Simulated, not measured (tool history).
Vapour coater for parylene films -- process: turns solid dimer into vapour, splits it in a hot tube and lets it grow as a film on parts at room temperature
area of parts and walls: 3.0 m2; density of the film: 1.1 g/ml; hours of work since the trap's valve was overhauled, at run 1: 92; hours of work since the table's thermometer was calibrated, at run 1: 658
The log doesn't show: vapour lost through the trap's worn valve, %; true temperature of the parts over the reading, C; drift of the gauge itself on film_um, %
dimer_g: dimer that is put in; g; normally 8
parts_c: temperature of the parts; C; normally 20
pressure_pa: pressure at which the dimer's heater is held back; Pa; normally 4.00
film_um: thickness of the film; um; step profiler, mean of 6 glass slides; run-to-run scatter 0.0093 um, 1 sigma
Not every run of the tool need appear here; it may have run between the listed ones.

| run | hour | dimer_g | parts_c | pressure_pa | hours of work since the trap's valve was overhauled | hours of work since the table's thermometer was calibrated | film_um |
|---|---|---|---|---|---|---|---|
| 1 | 0.0 | 8 | 20 | 4.00 | 92 | 658 | 1.290 |
| 2 | 54.4 | 8 | 20 | 4.00 | 115 | 682 | 1.303 |
| 3 | 100.6 | 12 | 20 | 4.00 | 136 | 702 | 1.923 |
| 4 | 172.1 | 8 | 14 | 4.00 | 167 | 733 | 1.418 |
| 5 | 225.6 | 4 | 20 | 4.00 | 190 | 757 | 0.646 |
| 6 | 299.1 | 4 | 20 | 4.00 | 222 | 789 | 0.628 |
|  | 310.9 | trap's valve overhauled |
| 7 | 367.3 | 8 | 20 | 4.00 | 25 | 817 | 1.344 |
|  | 389.4 | table's thermometer calibrated |
| 8 | 428.4 | 8 | 20 | 4.00 | 51 | 17 | 1.316 |
| 9 | 461.5 | 3 | 20 | 4.00 | 65 | 32 | 0.488 |
| 10 | 528.6 | 6 | 20 | 4.00 | 95 | 61 | 0.964 |
| 11 | 597.0 | 6 | 20 | 4.00 | 125 | 91 | 0.959 |
| 12 | 643.1 | 6 | 20 | 4.00 | 145 | 111 | 0.963 |
| 13 | 703.2 | 6 | 20 | 4.00 | 171 | 137 | 0.951 |
| 14 | 775.1 | 8 | 20 | 4.00 | 202 | 169 | 1.247 |
|  | 836.0 | trap's valve overhauled |
| 15 | 837.1 | 8 | 25 | 3.39 | 0 | 194 | 1.269 |
| 16 | 894.6 | 5 | 20 | 4.62 | 26 | 219 | 0.821 |
| 17 | 932.3 | 7 | 14 | 9.37 | 42 | 236 | 1.136 |
| 18 | 1010.1 | 3 | 17 | 9.37 | 76 | 270 | 0.453 |
| 19 | 1055.1 | 3 | 17 | 9.37 | 96 | 289 | 0.455 |
| 20 | 1102.5 | 9 | 20 | 9.21 | 117 | 310 | 1.267 |
| 21 | 1162.9 | 5 | 18 | 2.51 | 143 | 336 | 0.896 |
| 22 | 1201.0 | 5 | 16 | 4.00 | 160 | 353 | 0.849 |
| 23 | 1273.7 | 8 | 19 | 4.00 | 191 | 385 | 1.286 |
| 24 | 1314.9 | 8 | 32 | 2.42 | 209 | 403 | 1.098 |
|  | 1361.6 | trap's valve overhauled |
| 25 | 1372.8 | 8 | 32 | 2.42 | 5 | 426 | 1.172 |
| 26 | 1442.1 | 8 | 32 | 2.42 | 35 | 457 | 1.169 |
| 27 | 1512.2 | 8 | 32 | 2.42 | 66 | 487 | 1.158 |
| 28 | 1582.0 | 8 | 19 | 4.41 | 96 | 518 | 1.296 |

Across each entry between runs, compare the hidden state at the last listed run before it with the hidden state at the first listed run after it:
Runs 6 to 7: trap's valve overhauled (hour 310.9)
  vapour lost through the trap's worn valve, %: 8.7 -> 1; true temperature of the parts over the reading, C: -0.91 -> -0.95
  measured value less the no-hidden-state value, film_um: -0.049 -> +0.008 um
Runs 7 to 8: table's thermometer calibrated (hour 389.4)
  vapour lost through the trap's worn valve, %: 1 -> 2; true temperature of the parts over the reading, C: -0.95 -> 0.11
  measured value less the no-hidden-state value, film_um: +0.008 -> -0.029 um
Runs 14 to 15: trap's valve overhauled (hour 836.0)
  vapour lost through the trap's worn valve, %: 7.5 -> 0.5; true temperature of the parts over the reading, C: -0.1 -> -0.13
  measured value less the no-hidden-state value, film_um: -0.099 -> -0.003 um
Runs 24 to 25: trap's valve overhauled (hour 1361.6)
  vapour lost through the trap's worn valve, %: 8 -> 0.6; true temperature of the parts over the reading, C: -0.42 -> -0.45
  measured value less the no-hidden-state value, film_um: -0.087 -> +0.002 um
